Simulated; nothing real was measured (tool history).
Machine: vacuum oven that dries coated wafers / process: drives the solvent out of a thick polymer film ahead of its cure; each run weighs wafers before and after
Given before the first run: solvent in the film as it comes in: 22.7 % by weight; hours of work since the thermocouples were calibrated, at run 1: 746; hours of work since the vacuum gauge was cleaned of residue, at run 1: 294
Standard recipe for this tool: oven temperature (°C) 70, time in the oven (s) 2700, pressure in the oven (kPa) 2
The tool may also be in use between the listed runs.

run,hour,oven temperature (°C),time in the oven (s),pressure in the oven (kPa),hours of work since the thermocouples were calibrated,hours of work since the vacuum gauge was cleaned of residue,solvent left in the film (%)
1,0,70,2700,2,746,294,2.06
2,104.5,70,2700,2,810,358,2.06
3,186.7,70,2700,2,861,408,2.1
4,245.1,70,3300,2,896,444,1.4
5,318.4,70,3300,2,941,489,1.5
6,406.6,70,3300,2,995,543,1.48
7,463.7,70,2700,2,1030,578,2.18
8,535.5,70,2700,2,1074,621,2.15
9,620.2,70,2700,2,1126,673,2.31
10,704.1,70,2700,2,1177,725,2.22
11,815.6,70,2700,2,1245,793,2.27
12,905.7,70,3480,2,1300,848,1.43
13,983.9,70,3480,2,1348,896,1.49
14,1061.2,70,3480,2,1395,943,1.49
15,1167.3,70,3480,2,1460,1008,1.45
16,1274.7,70,3480,2,1526,1074,1.47
17,1354.2,70,3480,2,1575,1122,1.53
18,1418.7,70,2700,1.01,1614,1162,2.27
19,1506.3,70,2700,2,1668,1215,2.55
20,1609.8,70,2700,5.91,1731,1279,3.32
# hour 1619.2: oven's thermocouples calibrated
21,1681.9,70,2700,5.91,38,1321,2.53
22,1733.3,77,2700,2,70,1353,0.6
23,1782.7,70,2700,2,100,1383,1.75
24,1874.8,75,1320,4.69,156,1439,3.79
25,1934.5,75,1320,4.69,193,1476,3.85
26,2036,70,4440,1.6,255,1538,0.61
27,2108.8,64,1800,3.17,299,1583,6.45
28,2210.5,84,1680,1.29,362,1645,0.54
29,2280.5,84,2220,3.62,404,1688,0.62
30,2378.7,84,2220,3.62,465,1748,0.49
31,2457.4,60,3720,1.03,513,1796,3.62
32,2566.3,67,1380,2,579,1862,6.81
33,2627.9,67,2040,1.05,617,1900,4.2
34,2683.4,67,2040,1.05,651,1934,4.2
35,2747.8,76,3180,1.33,690,1973,0.51
36,2820,76,3180,1.33,735,2018,0.43
37,2890.2,75,2220,2,777,2061,1.49
38,2989.9,81,4200,1.94,838,2122,0.26
39,3067,55,4200,2.66,886,2169,6
# hour 3076.2: vacuum gauge cleaned of residue and calibrated
40,3180.3,55,4200,2.66,954,64,5.96
41,3233,55,2220,2.85,986,96,10.02
42,3306.1,55,2220,2.85,1031,141,10.1
43,3382.3,74,2700,4.96,1078,187,1.69
44,3489.5,56,1320,1.16,1143,253,12.23
45,3559.4,70,2520,6.58,1186,296,3.29
46,3666.6,70,2520,6.58,1251,361,3.32

4 options for the next run, each taken on its own from the tool as it stands now. Forecast them:
A,3720.3,70,3000,6.58,1284,394,?
B,3720.3,70,2520,6.31,1284,394,?
C,3720.3,64,2700,3.75,1284,394,?
D,3720.3,70,2520,3.25,1284,394,?

run,solvent left in the film (%)
A,2.67
B,3.43
C,4.77
D,2.79
Without the tool's unlogged condition, the same runs would have read:
run,solvent left in the film (%)
A,2.15
B,2.81
C,3.94
D,2.19
